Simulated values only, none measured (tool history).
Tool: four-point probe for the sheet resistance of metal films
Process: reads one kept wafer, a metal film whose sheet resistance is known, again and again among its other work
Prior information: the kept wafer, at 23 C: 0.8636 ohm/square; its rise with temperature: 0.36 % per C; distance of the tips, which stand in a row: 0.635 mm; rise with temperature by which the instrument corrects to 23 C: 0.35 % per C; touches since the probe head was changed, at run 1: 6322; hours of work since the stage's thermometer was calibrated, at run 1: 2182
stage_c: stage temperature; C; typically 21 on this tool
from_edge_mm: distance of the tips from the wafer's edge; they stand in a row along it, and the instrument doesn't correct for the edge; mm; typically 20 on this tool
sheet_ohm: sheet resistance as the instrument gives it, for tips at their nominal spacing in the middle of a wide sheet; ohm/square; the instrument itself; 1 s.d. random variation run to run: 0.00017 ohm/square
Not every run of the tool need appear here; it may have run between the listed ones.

run,hour,stage_c,from_edge_mm,touches since the probe head was changed,hours of work since the stage's thermometer was calibrated,sheet_ohm
1,0.0,21,20,6322,2182,0.861169
2,12.9,21,22,6449,2188,0.861133
3,24.6,22,20,6566,2193,0.861001
4,38.4,22,20,6702,2200,0.861213
5,53.1,22,20,6847,2207,0.861249
6,66.2,22,20,6976,2213,0.861324
7,77.4,21,63,7087,2218,0.860763
8,91.2,21,63,7223,2224,0.860837
9,105.6,21,63,7366,2231,0.860798
10,121.1,21,63,7519,2238,0.860899
11,134.9,24,20,7655,2244,0.861458
12,142.8,21,20,7733,2248,0.861368
13,151.1,21,6,7815,2252,0.865780
# hour 152.6: stage's thermometer calibrated
14,166.4,21,6,7961,6,0.865776
15,176.8,21,6,8064,11,0.865733
16,185.6,21,6,8151,15,0.865676
17,198.2,21,6,8275,21,0.865712
18,212.2,21,20,8414,28,0.861088
# hour 229.1: stage's thermometer calibrated, once more
19,230.7,21,20,8591,1,0.862061
20,248.3,19,20,8765,9,0.862100
21,261.0,21,45,8891,15,0.861861
22,276.8,25,10,9047,22,0.864065
23,285.5,34,14,9132,26,0.864164
24,297.7,27,7,9253,32,0.866276
25,307.1,21,8,9346,36,0.864865
26,323.2,22,8,9505,44,0.864698
27,340.3,32,15,9674,51,0.863556
28,349.1,28,15,9761,56,0.863521
29,358.0,21,6,9849,60,0.867181
30,368.1,21,6,9949,64,0.866926
31,376.6,34,24,10032,68,0.863218
32,394.7,26,29,10211,77,0.862796
33,411.7,25,25,10379,85,0.862577
34,425.6,32,20,10517,91,0.863473
35,444.9,20,30,10707,100,0.862095
36,458.6,20,30,10843,106,0.861975
37,473.3,20,30,10988,113,0.861769
38,490.1,20,6,11154,121,0.867331
39,500.3,20,6,11254,126,0.867118

A few steps of sheet_ohm between consecutive runs. Split each: what settings, incoming material and random variation would produce without the hidden state, and what is left over for the hidden state, along with gauge scatter present in only one of the two compared results (measured, and without hidden state):
What the log doesn't record here: inner tips' distance over the nominal, %; tips' flats over new ones', %; wafer's true temperature over the reading, C; drift of the gauge itself on sheet_ohm, %.
Run 12 -> 13: from_edge_mm 20 -> 6. sheet_ohm +0.004412 ohm/square: hidden state -0.000011, all else +0.004423.
Run 13 -> 14: stage's thermometer calibrated. sheet_ohm -0.000004 ohm/square: hidden state -0.000232, all else +0.000228.
Run 17 -> 18: from_edge_mm 6 -> 20. sheet_ohm -0.004624 ohm/square: hidden state +0.000020, all else -0.004644.
Run 18 -> 19: stage's thermometer calibrated, once more. sheet_ohm +0.000973 ohm/square: hidden state +0.001331, all else -0.000358.
Run 37 -> 38: from_edge_mm 30 -> 6. sheet_ohm +0.005562 ohm/square: hidden state -0.000004, all else +0.005566.
